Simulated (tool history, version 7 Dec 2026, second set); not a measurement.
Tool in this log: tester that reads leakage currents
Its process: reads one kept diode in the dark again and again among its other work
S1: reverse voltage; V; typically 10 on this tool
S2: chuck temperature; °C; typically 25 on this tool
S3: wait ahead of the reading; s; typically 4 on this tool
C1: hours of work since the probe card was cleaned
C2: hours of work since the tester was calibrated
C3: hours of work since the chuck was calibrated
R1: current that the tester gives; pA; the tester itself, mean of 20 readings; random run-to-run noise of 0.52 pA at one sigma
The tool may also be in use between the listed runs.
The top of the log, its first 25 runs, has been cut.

run 26 day=42.938 | S1=2.2 S2=26 S3=4 | C1=1981 C2=535 C3=1609 | R1=93.16
run 27 day=44.517 | S1=8.8 S2=41 S3=4 | C1=2000 C2=555 C3=1629 | R1=645.13
run 28 day=46.6 | S1=8.8 S2=41 S3=4 | C1=2026 C2=580 C3=1654 | R1=649.83
run 29 day=48.3 | S1=8.8 S2=41 S3=4 | C1=2047 C2=601 C3=1675 | R1=643.31
run 30 day=50.283 | S1=8.8 S2=41 S3=4 | C1=2071 C2=625 C3=1699 | R1=644.7
run 31 day=51.967 | S1=18 S2=51 S3=4 | C1=2092 C2=646 C3=1720 | R1=2016.19
run 32 day=53.388 | S1=18 S2=51 S3=4 | C1=2109 C2=663 C3=1737 | R1=2006.94
run 33 day=54.608 | S1=18 S2=51 S3=4 | C1=2124 C2=678 C3=1752 | R1=2009.68
run 34 day=56.412 | S1=3.9 S2=25 S3=1.34 | C1=2146 C2=700 C3=1774 | R1=105.95
run 35 day=58.612 | S1=10 S2=30 S3=2.35 | C1=2173 C2=727 C3=1801 | R1=249.95
run 36 day=60.3 | S1=10 S2=30 S3=2.35 | C1=2193 C2=748 C3=1822 | R1=248.68
run 37 day=62.167 | S1=1.6 S2=21 S3=7.83 | C1=2216 C2=770 C3=1844 | R1=49.37
run 38 day=64.233 | S1=1.6 S2=31 S3=7.83 | C1=2241 C2=796 C3=1870 | R1=129.27
run 39 day=66.104 | S1=5.5 S2=41 S3=0.33 | C1=2264 C2=818 C3=1893 | R1=528.05
run 40 day=68.608 | S1=10 S2=34 S3=1.93 | C1=2295 C2=849 C3=1923 | R1=357.65

Branching from run 40: 4 alternative next runs. What would each branch give?
run A day=70.008 | S1=10 S2=26 S3=1.93 | C1=2312 C2=866 C3=1940 | R1=?
run B day=70.008 | S1=3.6 S2=24 S3=4 | C1=2312 C2=866 C3=1940 | R1=?
run C day=70.008 | S1=10 S2=25 S3=1.4 | C1=2312 C2=866 C3=1940 | R1=?
run D day=70.008 | S1=10 S2=23 S3=1.02 | C1=2312 C2=866 C3=1940 | R1=?

run=A R1=170.31
run=B R1=92.36
run=C R1=155.45
run=D R1=129.55
What these runs would have given with no unlogged condition in the tool:
run=A R1=191.58
run=B R1=105.25
run=C R1=174.44
run=D R1=144.55
